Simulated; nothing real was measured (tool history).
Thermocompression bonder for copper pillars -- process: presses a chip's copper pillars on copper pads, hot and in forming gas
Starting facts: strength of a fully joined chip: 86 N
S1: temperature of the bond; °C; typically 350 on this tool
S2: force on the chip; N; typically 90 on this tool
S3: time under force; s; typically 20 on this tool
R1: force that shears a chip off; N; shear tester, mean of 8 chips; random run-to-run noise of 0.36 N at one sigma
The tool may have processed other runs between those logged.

Run 1, hour 0.0: usual settings. Result: R1 51.5 N.
Run 2, hour 11.2: usual settings. Result: R1 51.7 N.
Run 3, hour 27.0: usual settings. Result: R1 51.2 N.
Run 4, hour 44.3: usual settings. Result: R1 52.2 N.
Run 5, hour 54.0: usual settings. Result: R1 51.7 N.
Run 6, hour 62.2: usual settings. Result: R1 52.0 N.
Run 7, hour 70.7: usual settings. Result: R1 51.2 N.
Run 8, hour 83.3: usual settings but S1 334 °C. Result: R1 44.9 N.
Run 9, hour 94.6: usual settings but S1 334 °C. Result: R1 45.7 N.
Run 10, hour 105.2: usual settings but S1 334 °C. Result: R1 45.6 N.
Run 11, hour 120.0: usual settings. Result: R1 51.8 N.
Run 12, hour 132.7: usual settings but S3 45 s. Result: R1 64.8 N.
Run 13, hour 141.2: usual settings but S2 108 N. Result: R1 54.6 N.
Run 14, hour 153.4: usual settings but S2 108 N. Result: R1 55.4 N.
Run 15, hour 161.6: usual settings but S2 108 N. Result: R1 55.3 N.
Run 16, hour 178.0: usual settings but S2 108 N. Result: R1 55.1 N.
Run 17, hour 192.0: usual settings but S1 330 °C. Result: R1 43.7 N.
Run 18, hour 207.7: usual settings but S2 104 N. Result: R1 54.4 N.
Run 19, hour 216.7: usual settings but S2 104 N, S3 56 s. Result: R1 69.6 N.
Run 20, hour 232.7: usual settings but S3 33 s. Result: R1 59.3 N.
Run 21, hour 240.8: usual settings but S3 33 s. Result: R1 59.8 N.
Run 22, hour 259.3: usual settings but S1 373 °C, S2 89 N, S3 21 s. Result: R1 60.5 N.
Run 23, hour 276.8: usual settings but S1 360 °C, S2 121 N, S3 57 s. Result: R1 75.0 N.
Run 24, hour 286.7: usual settings but S1 360 °C, S2 121 N, S3 57 s. Result: R1 74.9 N.
Run 25, hour 304.5: usual settings but S1 347 °C, S2 101 N, S3 17 s. Result: R1 50.3 N.
Run 26, hour 312.1: usual settings but S1 333 °C, S2 92 N, S3 23 s. Result: R1 46.9 N.
Run 27, hour 322.6: usual settings but S1 333 °C, S2 117 N, S3 23 s. Result: R1 52.5 N.
Run 28, hour 338.9: usual settings but S1 333 °C, S2 117 N, S3 23 s. Result: R1 52.2 N.
Run 29, hour 350.4: usual settings but S2 132 N, S3 17 s. Result: R1 56.8 N.
Run 30, hour 367.5: usual settings but S1 340 °C, S2 132 N, S3 10 s. Result: R1 44.5 N.
Run 31, hour 376.7: usual settings but S1 360 °C, S2 101 N, S3 11 s. Result: R1 48.4 N.
Run 32, hour 393.6: usual settings but S1 360 °C, S2 101 N, S3 11 s. Result: R1 48.7 N.
Run 33, hour 405.2: usual settings but S1 360 °C, S2 101 N, S3 11 s. Result: R1 47.9 N.
Run 34, hour 419.4: usual settings but S2 92 N. Result: R1 52.1 N.
Run 35, hour 432.2: usual settings but S1 377 °C, S2 122 N, S3 31 s. Result: R1 73.5 N.
Run 36, hour 443.4: usual settings but S2 74 N, S3 21 s. Result: R1 48.4 N.
Run 37, hour 458.4: usual settings but S1 330 °C, S2 89 N, S3 23 s. Result: R1 45.3 N.
Run 38, hour 473.4: usual settings but S1 330 °C, S2 89 N, S3 15 s. Result: R1 39.9 N.
Run 39, hour 487.4: usual settings but S2 68 N, S3 46 s. Result: R1 60.1 N.
Run 40, hour 499.3: usual settings but S1 339 °C, S2 78 N, S3 50 s. Result: R1 59.5 N.

Put back what was entered between runs (1 entry, withheld): which listed runs does each sit between, and how does the hidden state differ from the listed run before to the listed run after?
Run 2 -> run 3: forming gas filter changed (hour 15.5)
  oxide that the forming gas leaves, % of the face: 0.63 -> 0.5
